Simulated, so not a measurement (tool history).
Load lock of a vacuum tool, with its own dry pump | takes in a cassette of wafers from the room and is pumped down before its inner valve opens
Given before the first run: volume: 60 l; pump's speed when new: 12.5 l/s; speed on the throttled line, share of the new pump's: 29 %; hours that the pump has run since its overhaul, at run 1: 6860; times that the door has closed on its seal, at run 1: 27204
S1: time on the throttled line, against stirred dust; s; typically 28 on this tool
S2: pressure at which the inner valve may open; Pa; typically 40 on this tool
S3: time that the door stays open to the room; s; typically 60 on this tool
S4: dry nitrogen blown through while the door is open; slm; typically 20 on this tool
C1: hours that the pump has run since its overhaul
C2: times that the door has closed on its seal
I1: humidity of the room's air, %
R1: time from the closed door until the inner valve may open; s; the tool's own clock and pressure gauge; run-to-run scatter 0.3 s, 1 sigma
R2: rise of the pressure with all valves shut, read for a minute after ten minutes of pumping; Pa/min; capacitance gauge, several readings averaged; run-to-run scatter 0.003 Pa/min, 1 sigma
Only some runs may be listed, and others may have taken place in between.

run 1 hour=0 | S1=28 S2=40 S3=60 S4=20 | C1=6860 C2=27204 | I1=41.9 | R1=59.3 R2=0.196
run 2 hour=271.8 | S1=28 S2=40 S3=60 S4=20 | C1=7131 C2=27993 | I1=46.6 | R1=59.5 R2=0.209
run 3 hour=506.7 | S1=28 S2=40 S3=60 S4=20 | C1=7366 C2=28675 | I1=44 | R1=59.3 R2=0.22
run 4 hour=658.1 | S1=28 S2=40 S3=60 S4=20 | C1=7518 C2=29115 | I1=43.5 | R1=59.4 R2=0.216
run 5 hour=927.7 | S1=28 S2=40 S3=60 S4=20 | C1=7787 C2=29898 | I1=42.3 | R1=59.6 R2=0.234
run 6 hour=1125.9 | S1=28 S2=40 S3=60 S4=20 | C1=7986 C2=30474 | I1=45 | R1=59.5 R2=0.237
run 7 hour=1369.4 | S1=28 S2=40 S3=60 S4=20 | C1=8229 C2=31181 | I1=42.4 | R1=59.2 R2=0.248
run 8 hour=1611.8 | S1=28 S2=40 S3=174 S4=20 | C1=8471 C2=31885 | I1=46.1 | R1=59.4 R2=0.27
run 9 hour=1864.2 | S1=28 S2=40 S3=174 S4=20 | C1=8724 C2=32618 | I1=47 | R1=59.4 R2=0.274
run 10 hour=2054.1 | S1=28 S2=40 S3=174 S4=20 | C1=8914 C2=33169 | I1=48.6 | R1=59.9 R2=0.291
run 11 hour=2352.3 | S1=22 S2=40 S3=60 S4=20 | C1=9212 C2=34035 | I1=46.2 | R1=55.9 R2=0.283
run 12 hour=2670.9 | S1=22 S2=40 S3=60 S4=20 | C1=9531 C2=34960 | I1=44.8 | R1=55.4 R2=0.296
run 13 hour=2893.7 | S1=28 S2=29 S3=60 S4=20 | C1=9753 C2=35607 | I1=48.7 | R1=61.9 R2=0.312
run 14 hour=3082.3 | S1=28 S2=29 S3=60 S4=20 | C1=9942 C2=36155 | I1=42.2 | R1=61.6 R2=0.301
run 15 hour=3388.6 | S1=28 S2=29 S3=60 S4=20 | C1=10248 C2=37044 | I1=43.9 | R1=61.4 R2=0.323
run 16 hour=3631.9 | S1=28 S2=40 S3=29 S4=20 | C1=10492 C2=37751 | I1=44.5 | R1=60.1 R2=0.317
run 17 hour=3820.2 | S1=28 S2=40 S3=60 S4=20 | C1=10680 C2=38298 | I1=43 | R1=59.2 R2=0.334
run 18 hour=4073.1 | S1=28 S2=40 S3=60 S4=20 | C1=10933 C2=39032 | I1=43.2 | R1=59.8 R2=0.345
run 19 hour=4264.8 | S1=28 S2=46 S3=32 S4=20 | C1=11124 C2=39589 | I1=44 | R1=60 R2=0.353
run 20 hour=4505.5 | S1=28 S2=46 S3=32 S4=20 | C1=11365 C2=40288 | I1=43.8 | R1=59.9 R2=0.353
run 21 hour=4728.3 | S1=37 S2=40 S3=60 S4=5 | C1=11588 C2=40935 | I1=45.2 | R1=66.9 R2=0.376
run 22 hour=5029.1 | S1=37 S2=40 S3=60 S4=5 | C1=11889 C2=41808 | I1=44.6 | R1=66.5 R2=0.402
run 23 hour=5190.5 | S1=23 S2=40 S3=60 S4=20 | C1=12050 C2=42277 | I1=45.8 | R1=56.9 R2=0.388
run 24 hour=5415 | S1=23 S2=40 S3=60 S4=35 | C1=12275 C2=42929 | I1=40.3 | R1=57 R2=0.397
run 25 hour=5576.1 | S1=28 S2=33 S3=47 S4=5 | C1=12436 C2=43397 | I1=43.3 | R1=61.3 R2=0.409
run 26 hour=5796.4 | S1=28 S2=33 S3=47 S4=5 | C1=12656 C2=44036 | I1=45.9 | R1=61.1 R2=0.425
run 27 hour=6016.1 | S1=28 S2=33 S3=47 S4=5 | C1=12876 C2=44674 | I1=44.2 | R1=61.1 R2=0.435
run 28 hour=6251.1 | S1=28 S2=60 S3=60 S4=20 | C1=13111 C2=45357 | I1=44.3 | R1=58 R2=0.44
run 29 hour=6565.4 | S1=17 S2=36 S3=28 S4=7 | C1=13425 C2=46270 | I1=46.9 | R1=53.5 R2=0.456
run 30 hour=6743.9 | S1=55 S2=31 S3=26 S4=20 | C1=13604 C2=46788 | I1=47.1 | R1=80.3 R2=0.446
run 31 hour=6930.4 | S1=55 S2=31 S3=26 S4=20 | C1=13790 C2=47330 | I1=43.4 | R1=80.2 R2=0.463
run 32 hour=7283.5 | S1=55 S2=31 S3=26 S4=17 | C1=14143 C2=48355 | I1=42.4 | R1=81.1 R2=0.482
run 33 hour=7554.9 | S1=28 S2=40 S3=62 S4=20 | C1=14415 C2=49143 | I1=51.4 | R1=61.1 R2=0.513
run 34 hour=7871 | S1=29 S2=41 S3=222 S4=30 | C1=14731 C2=50061 | I1=44.8 | R1=61.3 R2=0.527
run 35 hour=8043.5 | S1=33 S2=74 S3=60 S4=20 | C1=14903 C2=50562 | I1=42.8 | R1=61.4 R2=0.52
run 36 hour=8364.4 | S1=42 S2=34 S3=125 S4=20 | C1=15224 C2=51494 | I1=46.7 | R1=71 R2=0.565

Branching from run 36: 5 alternative next runs. What would each branch give?
run A hour=8633.4 | S1=42 S2=34 S3=34 S4=20 | C1=15493 C2=52275 | I1=42.2 | R1=? R2=?
run B hour=8633.4 | S1=48 S2=40 S3=60 S4=20 | C1=15493 C2=52275 | I1=48.9 | R1=? R2=?
run C hour=8633.4 | S1=35 S2=40 S3=60 S4=20 | C1=15493 C2=52275 | I1=46 | R1=? R2=?
run D hour=8633.4 | S1=28 S2=29 S3=60 S4=20 | C1=15493 C2=52275 | I1=44.3 | R1=? R2=?
run E hour=8633.4 | S1=42 S2=34 S3=125 S4=28 | C1=15493 C2=52275 | I1=45.1 | R1=? R2=?

run=A R1=71 R2=0.554
run=B R1=75.6 R2=0.556
run=C R1=66.6 R2=0.552
run=D R1=63 R2=0.553
run=E R1=70.9 R2=0.559
Without the tool's hidden state the same runs would have given:
run=A R1=68.2 R2=0.012
run=B R1=73 R2=0.017
run=C R1=63.6 R2=0.012
run=D R1=59.7 R2=0.014
run=E R1=68.1 R2=0.019
